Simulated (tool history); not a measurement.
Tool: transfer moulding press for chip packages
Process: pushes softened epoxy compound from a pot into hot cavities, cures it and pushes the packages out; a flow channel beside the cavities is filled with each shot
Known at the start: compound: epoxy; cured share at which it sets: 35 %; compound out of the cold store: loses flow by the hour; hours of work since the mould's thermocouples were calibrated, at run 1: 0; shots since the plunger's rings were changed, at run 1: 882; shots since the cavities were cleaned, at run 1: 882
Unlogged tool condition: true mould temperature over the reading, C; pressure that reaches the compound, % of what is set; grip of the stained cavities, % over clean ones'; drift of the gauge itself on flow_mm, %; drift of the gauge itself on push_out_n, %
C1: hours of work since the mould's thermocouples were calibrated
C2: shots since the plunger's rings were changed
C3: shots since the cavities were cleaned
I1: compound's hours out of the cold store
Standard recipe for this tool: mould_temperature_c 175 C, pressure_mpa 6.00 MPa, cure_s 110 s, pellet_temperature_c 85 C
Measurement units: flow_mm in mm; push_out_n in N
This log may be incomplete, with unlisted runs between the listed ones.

run 1 hour=0.0 | mould_temperature_c=175 pressure_mpa=6.00 cure_s=110 pellet_temperature_c=85 | C1=0 C2=882 C3=882 | I1=21.4 | flow_mm=806 push_out_n=691
run 2 hour=28.9 | mould_temperature_c=175 pressure_mpa=6.00 cure_s=110 pellet_temperature_c=82 | C1=17 C2=1157 C3=1157 | I1=34.8 | flow_mm=733 push_out_n=751
-- hour=32.6 cavities cleaned with cleaning compound and waxed
run 3 hour=62.5 | mould_temperature_c=175 pressure_mpa=6.00 cure_s=110 pellet_temperature_c=82 | C1=36 C2=1462 C3=284 | I1=9.2 | flow_mm=871 push_out_n=541
run 4 hour=100.5 | mould_temperature_c=175 pressure_mpa=6.00 cure_s=110 pellet_temperature_c=85 | C1=58 C2=1824 C3=646 | I1=31.1 | flow_mm=752 push_out_n=622
run 5 hour=140.1 | mould_temperature_c=175 pressure_mpa=6.00 cure_s=106 pellet_temperature_c=85 | C1=81 C2=2201 C3=1023 | I1=13.0 | flow_mm=841 push_out_n=774
-- hour=159.4 cavities cleaned with cleaning compound and waxed
run 6 hour=175.2 | mould_temperature_c=175 pressure_mpa=6.00 cure_s=106 pellet_temperature_c=85 | C1=100 C2=2521 C3=150 | I1=47.9 | flow_mm=664 push_out_n=456
run 7 hour=212.3 | mould_temperature_c=175 pressure_mpa=6.00 cure_s=110 pellet_temperature_c=85 | C1=122 C2=2873 C3=502 | I1=44.4 | flow_mm=671 push_out_n=599
run 8 hour=239.6 | mould_temperature_c=175 pressure_mpa=6.00 cure_s=110 pellet_temperature_c=85 | C1=138 C2=3134 C3=763 | I1=27.9 | flow_mm=753 push_out_n=661
run 9 hour=282.6 | mould_temperature_c=175 pressure_mpa=6.00 cure_s=110 pellet_temperature_c=85 | C1=163 C2=3543 C3=1172 | I1=33.2 | flow_mm=715 push_out_n=728
-- hour=287.7 cavities cleaned with cleaning compound and waxed
run 10 hour=317.9 | mould_temperature_c=175 pressure_mpa=6.00 cure_s=110 pellet_temperature_c=85 | C1=182 C2=3865 C3=288 | I1=32.9 | flow_mm=721 push_out_n=505
-- hour=367.2 plunger's sealing rings changed
run 11 hour=367.8 | mould_temperature_c=176 pressure_mpa=6.00 cure_s=110 pellet_temperature_c=85 | C1=210 C2=7 C3=739 | I1=18.5 | flow_mm=835 push_out_n=657
-- hour=415.5 cavities cleaned with cleaning compound and waxed
run 12 hour=418.0 | mould_temperature_c=176 pressure_mpa=6.00 cure_s=110 pellet_temperature_c=85 | C1=238 C2=470 C3=24 | I1=26.8 | flow_mm=796 push_out_n=380
run 13 hour=458.4 | mould_temperature_c=176 pressure_mpa=6.00 cure_s=110 pellet_temperature_c=80 | C1=261 C2=854 C3=408 | I1=13.2 | flow_mm=853 push_out_n=590
run 14 hour=496.1 | mould_temperature_c=176 pressure_mpa=6.00 cure_s=110 pellet_temperature_c=80 | C1=283 C2=1213 C3=767 | I1=17.2 | flow_mm=824 push_out_n=669
run 15 hour=537.0 | mould_temperature_c=176 pressure_mpa=6.00 cure_s=110 pellet_temperature_c=80 | C1=307 C2=1602 C3=1156 | I1=14.0 | flow_mm=834 push_out_n=754
-- hour=542.6 cavities cleaned with cleaning compound and waxed
run 16 hour=584.3 | mould_temperature_c=176 pressure_mpa=6.00 cure_s=110 pellet_temperature_c=80 | C1=334 C2=2038 C3=396 | I1=19.8 | flow_mm=806 push_out_n=569
run 17 hour=627.9 | mould_temperature_c=176 pressure_mpa=6.00 cure_s=110 pellet_temperature_c=83 | C1=359 C2=2453 C3=811 | I1=44.7 | flow_mm=684 push_out_n=643
-- hour=669.8 cavities cleaned with cleaning compound and waxed
run 18 hour=678.2 | mould_temperature_c=176 pressure_mpa=6.00 cure_s=110 pellet_temperature_c=83 | C1=387 C2=2918 C3=81 | I1=27.7 | flow_mm=758 push_out_n=404
run 19 hour=725.8 | mould_temperature_c=176 pressure_mpa=6.00 cure_s=110 pellet_temperature_c=83 | C1=415 C2=3371 C3=534 | I1=47.5 | flow_mm=658 push_out_n=584
run 20 hour=760.3 | mould_temperature_c=181 pressure_mpa=5.88 cure_s=95 pellet_temperature_c=83 | C1=435 C2=3699 C3=862 | I1=20.4 | flow_mm=781 push_out_n=688
-- hour=795.9 cavities cleaned with cleaning compound and waxed
run 21 hour=799.9 | mould_temperature_c=170 pressure_mpa=6.30 cure_s=95 pellet_temperature_c=83 | C1=457 C2=4062 C3=39 | I1=34.0 | flow_mm=733 push_out_n=558
-- hour=829.7 plunger's sealing rings changed
run 22 hour=850.0 | mould_temperature_c=170 pressure_mpa=6.34 cure_s=135 pellet_temperature_c=93 | C1=485 C2=193 C3=491 | I1=44.2 | flow_mm=724 push_out_n=562
run 23 hour=870.8 | mould_temperature_c=170 pressure_mpa=6.34 cure_s=116 pellet_temperature_c=78 | C1=497 C2=391 C3=689 | I1=25.1 | flow_mm=818 push_out_n=700
run 24 hour=908.9 | mould_temperature_c=182 pressure_mpa=6.34 cure_s=116 pellet_temperature_c=78 | C1=519 C2=754 C3=1052 | I1=37.3 | flow_mm=738 push_out_n=666
-- hour=923.7 cavities cleaned with cleaning compound and waxed
run 25 hour=940.7 | mould_temperature_c=175 pressure_mpa=6.88 cure_s=91 pellet_temperature_c=88 | C1=537 C2=1042 C3=161 | I1=15.4 | flow_mm=898 push_out_n=564
-- hour=961.9 mould's thermocouples calibrated
run 26 hour=969.7 | mould_temperature_c=175 pressure_mpa=4.82 cure_s=110 pellet_temperature_c=89 | C1=5 C2=1299 C3=418 | I1=38.7 | flow_mm=639 push_out_n=553
run 27 hour=1015.1 | mould_temperature_c=175 pressure_mpa=4.82 cure_s=110 pellet_temperature_c=89 | C1=31 C2=1731 C3=850 | I1=42.5 | flow_mm=622 push_out_n=657
-- hour=1050.7 cavities cleaned with cleaning compound and waxed
run 28 hour=1062.0 | mould_temperature_c=175 pressure_mpa=4.82 cure_s=110 pellet_temperature_c=89 | C1=57 C2=2164 C3=108 | I1=45.4 | flow_mm=601 push_out_n=417

For run 29, what comes out?
run 29 hour=1093.4 | mould_temperature_c=175 pressure_mpa=5.37 cure_s=110 pellet_temperature_c=76 | C1=76 C2=2462 C3=406 | I1=11.0 | flow_mm=? push_out_n=?

Logged for run 29: flow_mm 804 mm, push_out_n 572 N.
Minus the tool's unlogged condition, the same run would have read flow_mm 832 mm, push_out_n 368 N.
